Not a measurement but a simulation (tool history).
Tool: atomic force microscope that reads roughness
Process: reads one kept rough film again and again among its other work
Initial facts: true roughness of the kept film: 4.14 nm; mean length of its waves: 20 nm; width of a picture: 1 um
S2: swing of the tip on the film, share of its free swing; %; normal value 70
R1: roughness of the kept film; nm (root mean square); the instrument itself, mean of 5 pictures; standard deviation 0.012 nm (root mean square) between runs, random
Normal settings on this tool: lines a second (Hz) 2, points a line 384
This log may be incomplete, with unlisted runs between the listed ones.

run 1 day=0 | lines_a_second_(Hz)=2 S2=70 points_a_line=384 | R1=2.214
run 2 day=0.571 | lines_a_second_(Hz)=2 S2=70 points_a_line=384 | R1=2.157
run 3 day=0.971 | lines_a_second_(Hz)=2 S2=70 points_a_line=384 | R1=2.111
run 4 day=1.521 | lines_a_second_(Hz)=2 S2=70 points_a_line=384 | R1=2.058
run 5 day=2.038 | lines_a_second_(Hz)=2 S2=70 points_a_line=384 | R1=1.998
run 6 day=2.446 | lines_a_second_(Hz)=2 S2=70 points_a_line=384 | R1=1.953
run 7 day=3.146 | lines_a_second_(Hz)=2 S2=70 points_a_line=384 | R1=1.881
run 8 day=3.662 | lines_a_second_(Hz)=2 S2=70 points_a_line=384 | R1=1.858
run 9 day=4.088 | lines_a_second_(Hz)=2 S2=55 points_a_line=384 | R1=1.896
run 10 day=4.833 | lines_a_second_(Hz)=2 S2=61 points_a_line=384 | R1=1.815
run 11 day=5.675 | lines_a_second_(Hz)=2 S2=61 points_a_line=384 | R1=1.749
-- day=5.762 new tip fitted
run 12 day=6.417 | lines_a_second_(Hz)=2 S2=61 points_a_line=384 | R1=2.682
run 13 day=6.804 | lines_a_second_(Hz)=2 S2=61 points_a_line=384 | R1=2.661
run 14 day=7.142 | lines_a_second_(Hz)=1.8 S2=61 points_a_line=384 | R1=2.592
-- day=7.217 height scale calibrated on a step standard
run 15 day=7.846 | lines_a_second_(Hz)=1.8 S2=61 points_a_line=384 | R1=2.491
run 16 day=8.467 | lines_a_second_(Hz)=2 S2=70 points_a_line=499 | R1=2.353
run 17 day=9.117 | lines_a_second_(Hz)=2 S2=70 points_a_line=499 | R1=2.287
run 18 day=9.575 | lines_a_second_(Hz)=2 S2=70 points_a_line=499 | R1=2.236
run 19 day=10.058 | lines_a_second_(Hz)=2 S2=70 points_a_line=499 | R1=2.17
run 20 day=10.512 | lines_a_second_(Hz)=2 S2=70 points_a_line=499 | R1=2.128
-- day=11.038 height scale calibrated on a step standard, once more
run 21 day=11.308 | lines_a_second_(Hz)=2 S2=70 points_a_line=499 | R1=2.021
run 22 day=11.975 | lines_a_second_(Hz)=2 S2=70 points_a_line=499 | R1=1.965
run 23 day=12.6 | lines_a_second_(Hz)=2 S2=70 points_a_line=499 | R1=1.918
run 24 day=13.383 | lines_a_second_(Hz)=2 S2=70 points_a_line=499 | R1=1.837
run 25 day=13.962 | lines_a_second_(Hz)=0.97 S2=70 points_a_line=384 | R1=1.832
run 26 day=14.733 | lines_a_second_(Hz)=0.97 S2=70 points_a_line=384 | R1=1.778
-- day=15.425 new tip fitted
run 27 day=15.533 | lines_a_second_(Hz)=0.97 S2=70 points_a_line=384 | R1=2.817
run 28 day=15.879 | lines_a_second_(Hz)=2.17 S2=87 points_a_line=627 | R1=2.504
run 29 day=16.421 | lines_a_second_(Hz)=1.65 S2=87 points_a_line=315 | R1=2.453
run 30 day=17.146 | lines_a_second_(Hz)=0.87 S2=66 points_a_line=313 | R1=2.543
run 31 day=17.796 | lines_a_second_(Hz)=1.18 S2=72 points_a_line=901 | R1=2.466
run 32 day=18.171 | lines_a_second_(Hz)=1.18 S2=72 points_a_line=901 | R1=2.403
run 33 day=18.696 | lines_a_second_(Hz)=1.18 S2=80 points_a_line=901 | R1=2.307
run 34 day=19.129 | lines_a_second_(Hz)=1.18 S2=80 points_a_line=901 | R1=2.251
run 35 day=19.638 | lines_a_second_(Hz)=3.62 S2=69 points_a_line=384 | R1=2.096
run 36 day=20.246 | lines_a_second_(Hz)=3.62 S2=79 points_a_line=384 | R1=1.917
run 37 day=20.675 | lines_a_second_(Hz)=2.35 S2=79 points_a_line=852 | R1=1.983
run 38 day=21.496 | lines_a_second_(Hz)=2.35 S2=80 points_a_line=869 | R1=1.92
run 39 day=22.167 | lines_a_second_(Hz)=1.24 S2=75 points_a_line=384 | R1=1.93
run 40 day=22.967 | lines_a_second_(Hz)=2 S2=71 points_a_line=384 | R1=1.853
run 41 day=23.462 | lines_a_second_(Hz)=0.83 S2=79 points_a_line=290 | R1=1.824
run 42 day=24.008 | lines_a_second_(Hz)=2 S2=58 points_a_line=809 | R1=1.834
run 43 day=24.825 | lines_a_second_(Hz)=2 S2=80 points_a_line=384 | R1=1.649
-- day=25.004 new tip fitted
run 44 day=25.279 | lines_a_second_(Hz)=2 S2=80 points_a_line=384 | R1=2.546
run 45 day=26 | lines_a_second_(Hz)=2 S2=63 points_a_line=893 | R1=2.607
run 46 day=26.712 | lines_a_second_(Hz)=0.61 S2=63 points_a_line=765 | R1=2.55
run 47 day=27.071 | lines_a_second_(Hz)=0.61 S2=63 points_a_line=765 | R1=2.501
run 48 day=27.471 | lines_a_second_(Hz)=1.33 S2=82 points_a_line=485 | R1=2.281
run 49 day=28.096 | lines_a_second_(Hz)=1.88 S2=75 points_a_line=485 | R1=2.21
run 50 day=28.892 | lines_a_second_(Hz)=1.88 S2=75 points_a_line=485 | R1=2.123
run 51 day=29.562 | lines_a_second_(Hz)=3.66 S2=62 points_a_line=435 | R1=2.048
run 52 day=30.058 | lines_a_second_(Hz)=3.66 S2=62 points_a_line=435 | R1=2.028
run 53 day=30.671 | lines_a_second_(Hz)=0.83 S2=79 points_a_line=384 | R1=1.984

A few steps of R1 between consecutive runs. Split each: what settings, incoming material and random variation would produce without the hidden state, and what is left over for the hidden state, along with gauge scatter present in only one of the two compared results (measured, and without hidden state):
Hidden state present: radius of the tip, nm; height scale over the true one, %; drift of the gauge itself on roughness_nm, %.
Run 11 -> 12: new tip fitted. R1 +0.933 nm (root mean square): hidden state +0.935, all else -0.002.
Run 26 -> 27: new tip fitted. R1 +1.039 nm (root mean square): hidden state +1.029, all else +0.01.
Run 43 -> 44: new tip fitted. R1 +0.897 nm (root mean square): hidden state +0.896, all else +0.001.
